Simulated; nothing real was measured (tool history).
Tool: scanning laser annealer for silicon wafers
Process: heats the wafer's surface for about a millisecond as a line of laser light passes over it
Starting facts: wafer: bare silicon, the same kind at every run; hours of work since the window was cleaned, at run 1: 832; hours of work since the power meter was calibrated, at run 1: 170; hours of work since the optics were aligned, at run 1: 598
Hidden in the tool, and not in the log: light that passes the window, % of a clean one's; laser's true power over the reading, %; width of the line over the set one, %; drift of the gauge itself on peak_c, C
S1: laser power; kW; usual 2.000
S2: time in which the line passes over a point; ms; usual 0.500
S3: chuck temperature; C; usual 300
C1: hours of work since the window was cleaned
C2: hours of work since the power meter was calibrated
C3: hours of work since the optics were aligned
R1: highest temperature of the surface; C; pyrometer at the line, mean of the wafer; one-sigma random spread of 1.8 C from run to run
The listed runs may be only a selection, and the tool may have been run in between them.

run 1 hour=0.0 | S1=2.000 S2=0.500 S3=300 | C1=832 C2=170 C3=598 | R1=989
run 2 hour=9.0 | S1=2.000 S2=0.430 S3=300 | C1=838 C2=175 C3=604 | R1=944
run 3 hour=22.2 | S1=1.709 S2=0.430 S3=300 | C1=846 C2=184 C3=613 | R1=838
run 4 hour=34.3 | S1=1.709 S2=0.430 S3=300 | C1=854 C2=192 C3=620 | R1=835
run 5 hour=40.9 | S1=1.709 S2=0.430 S3=300 | C1=859 C2=196 C3=625 | R1=835
run 6 hour=49.7 | S1=2.102 S2=0.500 S3=300 | C1=864 C2=202 C3=630 | R1=1029
run 7 hour=61.8 | S1=2.102 S2=0.500 S3=300 | C1=872 C2=210 C3=638 | R1=1027
-- hour=64.8 window over the wafer cleaned
run 8 hour=75.6 | S1=2.000 S2=0.500 S3=300 | C1=7 C2=217 C3=646 | R1=1016
run 9 hour=81.2 | S1=2.000 S2=0.500 S3=300 | C1=11 C2=221 C3=650 | R1=1017
run 10 hour=94.2 | S1=2.000 S2=0.500 S3=285 | C1=19 C2=230 C3=658 | R1=1003
run 11 hour=106.4 | S1=2.000 S2=0.500 S3=285 | C1=27 C2=237 C3=666 | R1=1001
run 12 hour=114.1 | S1=2.077 S2=0.534 S3=290 | C1=32 C2=242 C3=671 | R1=1064
run 13 hour=121.7 | S1=2.000 S2=0.386 S3=300 | C1=37 C2=247 C3=676 | R1=937
run 14 hour=133.6 | S1=2.000 S2=0.386 S3=300 | C1=45 C2=255 C3=684 | R1=935
run 15 hour=140.8 | S1=2.000 S2=0.386 S3=300 | C1=49 C2=260 C3=688 | R1=934
run 16 hour=150.7 | S1=2.054 S2=0.508 S3=300 | C1=56 C2=266 C3=695 | R1=1041

Alternative continuations, all from the tool just after run 16; predict every row:
run A hour=159.2 | S1=1.743 S2=0.452 S3=300 | C1=61 C2=272 C3=700 | R1=?
run B hour=159.2 | S1=2.000 S2=0.594 S3=268 | C1=61 C2=272 C3=700 | R1=?
run C hour=159.2 | S1=2.054 S2=0.382 S3=278 | C1=61 C2=272 C3=700 | R1=?
run D hour=159.2 | S1=2.054 S2=0.428 S3=300 | C1=61 C2=272 C3=700 | R1=?
run E hour=159.2 | S1=2.101 S2=0.418 S3=300 | C1=61 C2=272 C3=700 | R1=?

run=A R1=883
run=B R1=1044
run=C R1=927
run=D R1=987
run=E R1=992
Without the tool's unlogged condition, the same runs would have read:
run=A R1=894
run=B R1=1059
run=C R1=939
run=D R1=1000
run=E R1=1005
